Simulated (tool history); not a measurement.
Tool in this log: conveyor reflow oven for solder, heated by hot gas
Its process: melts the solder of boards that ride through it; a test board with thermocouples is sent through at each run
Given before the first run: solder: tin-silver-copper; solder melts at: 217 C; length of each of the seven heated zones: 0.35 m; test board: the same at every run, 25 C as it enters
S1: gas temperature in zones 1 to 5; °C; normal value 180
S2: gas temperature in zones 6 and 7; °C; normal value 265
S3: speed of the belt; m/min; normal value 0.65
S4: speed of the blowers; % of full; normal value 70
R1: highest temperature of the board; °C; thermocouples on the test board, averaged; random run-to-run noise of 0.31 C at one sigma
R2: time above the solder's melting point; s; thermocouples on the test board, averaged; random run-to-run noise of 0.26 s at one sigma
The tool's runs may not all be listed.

run,hour,S1,S2,S3,S4,R1,R2
1,0,180,265,0.65,70,248.7,47.6
2,77.3,189,265,0.65,70,249.7,51.5
3,148.9,180,265,0.65,70,247.4,46.4
4,195.2,180,265,0.718,70,243.5,38.5
5,258.6,180,265,0.718,70,243.4,38.9
6,337.3,180,265,0.718,70,242.9,38.2
7,407.5,180,265,0.65,70,246.4,45.4
8,459,180,265,0.65,70,246,45.2
# hour 498.9: flux residue cleaned out of gas plates and filters
9,532.9,180,265,0.65,70,244.2,43.9
10,579.1,180,265,0.65,70,244.4,43.3
11,636.5,180,265,0.65,70,243.4,42.8
12,693.5,180,265,0.65,70,243.8,42.5
13,735.3,180,265,0.65,70,242.7,42.5
# hour 755.2: flux residue cleaned out of gas plates and filters, once more
14,784.2,180,265,0.65,70,248.1,47.5
15,826.4,180,265,0.555,70,251.4,59.7
16,873.6,168,276,0.555,70,260.3,60.3
17,919.1,180,273,0.65,71,254.6,51.2
18,958.8,180,273,0.65,71,253.8,50.8
19,1013.6,180,273,0.65,71,254.1,51
20,1085.2,180,273,0.65,71,253.9,50.9
# hour 1100.7: thermocouples of zones 6 and 7 changed
21,1136,180,273,0.65,71,255,52.1
22,1201.2,190,261,0.65,70,246.1,49.7
23,1241.5,190,265,0.65,70,248.6,51
# hour 1257.4: flux residue cleaned out of gas plates and filters
24,1322.4,190,265,0.65,70,250.2,53.6
25,1377.3,180,257,0.65,70,242.3,43
26,1411.4,171,266,0.557,76,253.2,58.1
27,1466.1,175,268,0.652,70,249.7,47.4
28,1501.4,175,268,0.652,70,249.7,46.8
29,1543.9,175,268,0.652,70,249.4,46.7

Consider 3 possible next runs. They are alternatives, not a sequence: every one starts from the tool as it was left by run 29. What does each give?
A,1602.9,180,268,0.65,70,?,?
B,1602.9,175,266,0.652,70,?,?
C,1602.9,178,274,0.597,70,?,?

run,R1,R2
A,250.4,48.7
B,247.4,45.3
C,258.1,58.4
Without the tool's hidden state the same runs would have given:
run,R1,R2
A,251.8,49.3
B,248.9,46.1
C,259.5,58.7

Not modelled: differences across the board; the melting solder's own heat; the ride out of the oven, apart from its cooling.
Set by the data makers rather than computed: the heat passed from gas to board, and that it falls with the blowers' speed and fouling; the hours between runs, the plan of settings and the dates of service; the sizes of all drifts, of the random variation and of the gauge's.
